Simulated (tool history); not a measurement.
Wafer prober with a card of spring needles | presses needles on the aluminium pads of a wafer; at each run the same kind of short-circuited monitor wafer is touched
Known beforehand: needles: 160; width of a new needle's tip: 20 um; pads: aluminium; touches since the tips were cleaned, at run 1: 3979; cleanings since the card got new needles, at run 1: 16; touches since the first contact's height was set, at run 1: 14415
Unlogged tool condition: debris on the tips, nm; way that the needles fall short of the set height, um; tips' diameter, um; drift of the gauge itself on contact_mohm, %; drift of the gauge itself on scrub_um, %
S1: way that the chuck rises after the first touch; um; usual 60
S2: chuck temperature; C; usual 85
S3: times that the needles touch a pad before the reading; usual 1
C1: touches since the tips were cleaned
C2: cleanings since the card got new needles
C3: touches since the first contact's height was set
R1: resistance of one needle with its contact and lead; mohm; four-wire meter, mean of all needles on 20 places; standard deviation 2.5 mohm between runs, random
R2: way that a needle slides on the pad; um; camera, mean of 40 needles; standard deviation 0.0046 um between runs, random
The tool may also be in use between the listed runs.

{"run": 1, "day": 0.0, "S1": 60, "S2": 85, "S3": 1, "C1": 3979, "C2": 16, "C3": 14415, "R1": 384, "R2": 10.133}
{"day": 0.617, "done": "tips cleaned on abrasive film"}
{"run": 2, "day": 0.646, "S1": 60, "S2": 85, "S3": 1, "C1": 168, "C2": 17, "C3": 18010, "R1": 305, "R2": 10.132}
{"run": 3, "day": 1.721, "S1": 60, "S2": 85, "S3": 1, "C1": 6176, "C2": 17, "C3": 24018, "R1": 387, "R2": 10.128}
{"day": 1.95, "done": "tips cleaned on abrasive film"}
{"run": 4, "day": 2.275, "S1": 60, "S2": 85, "S3": 1, "C1": 1825, "C2": 18, "C3": 27098, "R1": 360, "R2": 10.118}
{"run": 5, "day": 3.146, "S1": 60, "S2": 85, "S3": 1, "C1": 6691, "C2": 18, "C3": 31964, "R1": 382, "R2": 10.115}
{"day": 3.233, "done": "tips cleaned on abrasive film"}
{"run": 6, "day": 4.117, "S1": 60, "S2": 91, "S3": 1, "C1": 4940, "C2": 19, "C3": 37372, "R1": 380, "R2": 10.113}
{"day": 4.492, "done": "tips cleaned on abrasive film"}
{"run": 7, "day": 5.038, "S1": 60, "S2": 91, "S3": 3, "C1": 3055, "C2": 20, "C3": 42507, "R1": 317, "R2": 10.089}
{"day": 5.762, "done": "tips cleaned on abrasive film"}
{"run": 8, "day": 5.933, "S1": 60, "S2": 85, "S3": 1, "C1": 973, "C2": 21, "C3": 47510, "R1": 339, "R2": 10.085}
{"day": 7.012, "done": "tips cleaned on abrasive film"}
{"run": 9, "day": 7.133, "S1": 60, "S2": 85, "S3": 1, "C1": 682, "C2": 22, "C3": 54202, "R1": 332, "R2": 10.067}
{"run": 10, "day": 7.875, "S1": 60, "S2": 85, "S3": 1, "C1": 4825, "C2": 22, "C3": 58345, "R1": 382, "R2": 10.08}
{"day": 8.3, "done": "tips cleaned on abrasive film"}
{"day": 8.312, "done": "height of the first contact set anew"}
{"run": 11, "day": 8.454, "S1": 60, "S2": 85, "S3": 1, "C1": 813, "C2": 23, "C3": 813, "R1": 332, "R2": 10.167}
{"run": 12, "day": 9.0, "S1": 60, "S2": 85, "S3": 1, "C1": 3867, "C2": 23, "C3": 3867, "R1": 375, "R2": 10.157}
{"day": 9.562, "done": "tips cleaned on abrasive film"}
{"run": 13, "day": 9.6, "S1": 60, "S2": 85, "S3": 1, "C1": 225, "C2": 24, "C3": 7199, "R1": 306, "R2": 10.151}
{"run": 14, "day": 10.154, "S1": 44, "S2": 85, "S3": 1, "C1": 3313, "C2": 24, "C3": 10287, "R1": 457, "R2": 7.444}
{"day": 10.821, "done": "tips cleaned on abrasive film"}
{"run": 15, "day": 11.329, "S1": 60, "S2": 85, "S3": 1, "C1": 2849, "C2": 25, "C3": 16840, "R1": 374, "R2": 10.132}
{"day": 12.15, "done": "tips cleaned on abrasive film"}
{"run": 16, "day": 12.254, "S1": 60, "S2": 85, "S3": 1, "C1": 588, "C2": 26, "C3": 22007, "R1": 325, "R2": 10.13}
{"run": 17, "day": 12.838, "S1": 60, "S2": 85, "S3": 1, "C1": 3844, "C2": 26, "C3": 25263, "R1": 381, "R2": 10.128}
{"day": 13.475, "done": "tips cleaned on abrasive film"}
{"run": 18, "day": 13.658, "S1": 73, "S2": 89, "S3": 2, "C1": 1024, "C2": 27, "C3": 29838, "R1": 305, "R2": 12.315}
{"day": 14.746, "done": "tips cleaned on abrasive film"}
{"run": 19, "day": 14.829, "S1": 76, "S2": 62, "S3": 1, "C1": 460, "C2": 28, "C3": 36362, "R1": 302, "R2": 12.809}
{"run": 20, "day": 15.588, "S1": 71, "S2": 85, "S3": 1, "C1": 4692, "C2": 28, "C3": 40594, "R1": 352, "R2": 11.964}
{"day": 16.008, "done": "tips cleaned on abrasive film"}
{"run": 21, "day": 16.662, "S1": 65, "S2": 26, "S3": 1, "C1": 3654, "C2": 29, "C3": 46599, "R1": 356, "R2": 10.928}
{"day": 17.275, "done": "tips cleaned on abrasive film"}
{"run": 22, "day": 17.446, "S1": 65, "S2": 73, "S3": 1, "C1": 942, "C2": 30, "C3": 50946, "R1": 327, "R2": 10.916}
{"run": 23, "day": 18.112, "S1": 65, "S2": 73, "S3": 1, "C1": 4686, "C2": 30, "C3": 54690, "R1": 371, "R2": 10.918}
{"day": 18.567, "done": "tips cleaned on abrasive film"}
{"run": 24, "day": 18.679, "S1": 62, "S2": 62, "S3": 2, "C1": 637, "C2": 31, "C3": 57842, "R1": 303, "R2": 10.393}
{"day": 19.167, "done": "height of the first contact set anew"}
{"run": 25, "day": 19.588, "S1": 41, "S2": 85, "S3": 1, "C1": 5645, "C2": 31, "C3": 2356, "R1": 491, "R2": 6.944}
{"day": 19.842, "done": "tips cleaned on abrasive film"}
{"run": 26, "day": 20.325, "S1": 42, "S2": 29, "S3": 1, "C1": 2703, "C2": 32, "C3": 6459, "R1": 448, "R2": 7.102}
{"day": 21.104, "done": "tips cleaned on abrasive film"}
{"run": 27, "day": 21.262, "S1": 73, "S2": 55, "S3": 2, "C1": 866, "C2": 33, "C3": 11671, "R1": 293, "R2": 12.329}
{"day": 22.367, "done": "tips cleaned on abrasive film"}
{"run": 28, "day": 22.492, "S1": 48, "S2": 50, "S3": 2, "C1": 707, "C2": 34, "C3": 18541, "R1": 319, "R2": 8.092}
{"run": 29, "day": 23.312, "S1": 41, "S2": 50, "S3": 2, "C1": 5285, "C2": 34, "C3": 23119, "R1": 413, "R2": 6.913}
{"day": 23.638, "done": "tips cleaned on abrasive film"}
{"run": 30, "day": 24.558, "S1": 41, "S2": 50, "S3": 2, "C1": 5146, "C2": 35, "C3": 30080, "R1": 407, "R2": 6.899}
{"day": 24.912, "done": "tips cleaned on abrasive film"}
{"run": 31, "day": 25.217, "S1": 60, "S2": 85, "S3": 3, "C1": 1710, "C2": 36, "C3": 33745, "R1": 314, "R2": 10.096}
{"day": 26.183, "done": "tips cleaned on abrasive film"}
{"run": 32, "day": 26.412, "S1": 60, "S2": 85, "S3": 3, "C1": 1291, "C2": 37, "C3": 40403, "R1": 313, "R2": 10.084}
{"run": 33, "day": 27.392, "S1": 66, "S2": 85, "S3": 1, "C1": 6765, "C2": 37, "C3": 45877, "R1": 374, "R2": 11.109}

Below are 3 alternative next runs, each starting from the tool's condition after run 33. Predict each:
{"day": 27.5, "done": "tips cleaned on abrasive film"}
{"run": "A", "day": 28.438, "S1": 41, "S2": 85, "S3": 1, "C1": 5249, "C2": 38, "C3": 51717, "R1": "?", "R2": "?"}
{"day": 27.5, "done": "tips cleaned on abrasive film"}
{"run": "B", "day": 28.438, "S1": 66, "S2": 85, "S3": 1, "C1": 5249, "C2": 38, "C3": 51717, "R1": "?", "R2": "?"}
{"day": 27.5, "done": "tips cleaned on abrasive film"}
{"run": "C", "day": 28.438, "S1": 79, "S2": 53, "S3": 1, "C1": 5249, "C2": 38, "C3": 51717, "R1": "?", "R2": "?"}

run=A R1=511 R2=6.864
run=B R1=373 R2=11.093
run=C R1=337 R2=13.3
The same runs, with their run-to-run variation unchanged, on a tool lacking any hidden condition would have given:
run=A R1=302 R2=6.949
run=B R1=288 R2=11.178
run=C R1=273 R2=13.385
